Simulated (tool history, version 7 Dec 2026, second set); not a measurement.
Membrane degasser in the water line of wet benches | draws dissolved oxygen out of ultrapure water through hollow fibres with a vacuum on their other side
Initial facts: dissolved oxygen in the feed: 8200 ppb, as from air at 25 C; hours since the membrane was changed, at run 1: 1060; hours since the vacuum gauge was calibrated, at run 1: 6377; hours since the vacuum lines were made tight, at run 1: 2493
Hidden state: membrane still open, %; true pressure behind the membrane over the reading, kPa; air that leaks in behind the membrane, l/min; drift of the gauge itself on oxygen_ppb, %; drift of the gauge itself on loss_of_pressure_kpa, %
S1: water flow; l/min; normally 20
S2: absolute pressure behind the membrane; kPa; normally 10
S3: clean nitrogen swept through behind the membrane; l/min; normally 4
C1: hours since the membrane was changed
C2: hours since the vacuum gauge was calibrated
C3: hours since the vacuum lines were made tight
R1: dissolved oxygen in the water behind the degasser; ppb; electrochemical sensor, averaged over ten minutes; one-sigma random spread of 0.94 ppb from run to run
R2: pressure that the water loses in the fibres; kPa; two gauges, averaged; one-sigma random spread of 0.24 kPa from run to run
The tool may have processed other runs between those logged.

run	hour	S1	S2	S3	C1	C2	C3	R1	R2
1	0	20	10	4	1060	6377	2493	88.5	63.95
2	106.4	20	10	4	1167	6483	2599	90.8	64.58
3	218.8	20	10	4.97	1279	6595	2711	72.2	64.15
4	290.1	20	10	4.97	1350	6667	2783	74.3	63.88
5	402.9	20	10	4.97	1463	6779	2895	72.2	64.36
6	499.4	20	10	4.97	1560	6876	2992	72.8	64.45
7	562.8	20	10	4.97	1623	6939	3055	73.3	64.29
8	646	20	10	4.97	1706	7023	3139	75.7	64.64
9	762.6	20	10	4.97	1823	7139	3255	75.2	64.42
10	841.7	20	10	4.97	1902	7218	3334	74	64.05
11	906.7	20	10	4.97	1967	7283	3399	74.1	64.94
12	1007.2	20	10	4.97	2068	7384	3500	74	64.7
# hour 1022.6: vacuum gauge calibrated
13	1118	20	10	4.97	2178	95	3610	73.4	64.8
14	1199.3	20	10	4.97	2259	177	3691	73.8	64.98
15	1305	20	10	4.97	2365	282	3797	72.9	64.89
16	1402	20	10	4.97	2462	379	3894	73.2	64.9
17	1452.8	20	10	4.72	2513	430	3945	76.4	65.04
18	1533	13	10.8	4.72	2593	510	4025	51.6	42.5
19	1596	20	6.5	4	2656	573	4088	46.9	65.3
20	1668.9	20	6.5	4	2729	646	4161	47.4	65.05
21	1784.7	20	6.5	4	2845	762	4277	47.9	64.98

Run 22 comes next. What will it give?
22	1842.1	20	6.5	4	2902	819	4334	?	?

{"run 22": {"R1": 47.5, "R2": 64.81}}
With the hidden condition absent and the run-to-run variation left alone, this run would have shown R1 47.5 ppb, R2 63.69 kPa.
